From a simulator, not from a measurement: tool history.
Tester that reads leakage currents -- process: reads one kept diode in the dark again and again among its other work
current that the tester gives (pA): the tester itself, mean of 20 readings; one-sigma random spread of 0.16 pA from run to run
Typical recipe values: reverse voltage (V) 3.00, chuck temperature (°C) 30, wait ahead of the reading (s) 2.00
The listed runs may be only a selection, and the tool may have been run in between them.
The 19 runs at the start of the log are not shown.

| run | hour | reverse voltage (V) | chuck temperature (°C) | wait ahead of the reading (s) | hours of work since the probe card was cleaned | hours of work since the tester was calibrated | hours of work since the chuck was calibrated | current that the tester gives (pA) |
|---|---|---|---|---|---|---|---|---|
| 20 | 493.4 | 3.00 | 34 | 2.00 | 1005 | 1173 | 432 | 67.22 |
| 21 | 531.0 | 3.00 | 36 | 2.00 | 1027 | 1195 | 454 | 77.66 |
| 22 | 552.7 | 7.57 | 36 | 2.00 | 1040 | 1208 | 466 | 122.95 |
| 23 | 579.2 | 7.57 | 36 | 2.00 | 1055 | 1223 | 482 | 123.23 |
| 24 | 605.5 | 12.39 | 36 | 2.00 | 1070 | 1239 | 497 | 157.54 |
| 25 | 640.4 | 12.39 | 36 | 2.00 | 1091 | 1259 | 518 | 157.58 |
| 26 | 672.4 | 12.39 | 36 | 2.00 | 1110 | 1278 | 536 | 158.70 |
| 27 | 691.3 | 12.39 | 36 | 2.00 | 1121 | 1289 | 547 | 158.44 |
| 28 | 722.0 | 9.97 | 27 | 0.67 | 1139 | 1307 | 565 | 76.06 |
| 29 | 738.4 | 3.00 | 30 | 3.37 | 1148 | 1317 | 575 | 50.28 |
| 30 | 760.0 | 3.00 | 32 | 2.00 | 1161 | 1329 | 588 | 58.22 |
| 31 | 782.3 | 3.00 | 32 | 2.00 | 1174 | 1342 | 601 | 58.18 |
| 32 | 820.9 | 3.00 | 32 | 2.00 | 1197 | 1365 | 623 | 58.48 |
| 33 | 851.7 | 8.58 | 30 | 4.61 | 1215 | 1383 | 641 | 85.01 |
| 34 | 872.0 | 8.58 | 31 | 2.26 | 1227 | 1395 | 653 | 91.51 |
| 35 | 892.8 | 8.95 | 21 | 0.90 | 1239 | 1407 | 665 | 45.88 |
| 36 | 911.8 | 8.95 | 21 | 0.90 | 1250 | 1418 | 676 | 45.73 |
| 37 | 930.9 | 8.95 | 21 | 0.90 | 1261 | 1429 | 688 | 45.93 |
| 38 | 951.5 | 3.00 | 30 | 0.42 | 1273 | 1441 | 700 | 51.72 |
| 39 | 975.3 | 1.52 | 23 | 2.00 | 1287 | 1455 | 714 | 21.21 |
| 40 | 1003.7 | 1.52 | 23 | 2.00 | 1304 | 1472 | 730 | 21.07 |
| 41 | 1033.9 | 1.52 | 23 | 1.12 | 1321 | 1489 | 748 | 21.41 |

Below are 3 alternative next runs, each starting from the tool's condition after run 41. Predict each:
| A | 1059.6 | 8.03 | 32 | 0.71 | 1336 | 1505 | 763 | ? |
| B | 1059.6 | 16.36 | 30 | 6.15 | 1336 | 1505 | 763 | ? |
| C | 1059.6 | 3.00 | 55 | 2.00 | 1336 | 1505 | 763 | ? |

| run | current that the tester gives (pA) |
|---|---|
| A | 97.35 |
| B | 117.37 |
| C | 276.49 |
The same runs, with their run-to-run variation unchanged, on a tool lacking any hidden condition would have given:
| run | current that the tester gives (pA) |
|---|---|
| A | 97.30 |
| B | 117.28 |
| C | 276.46 |
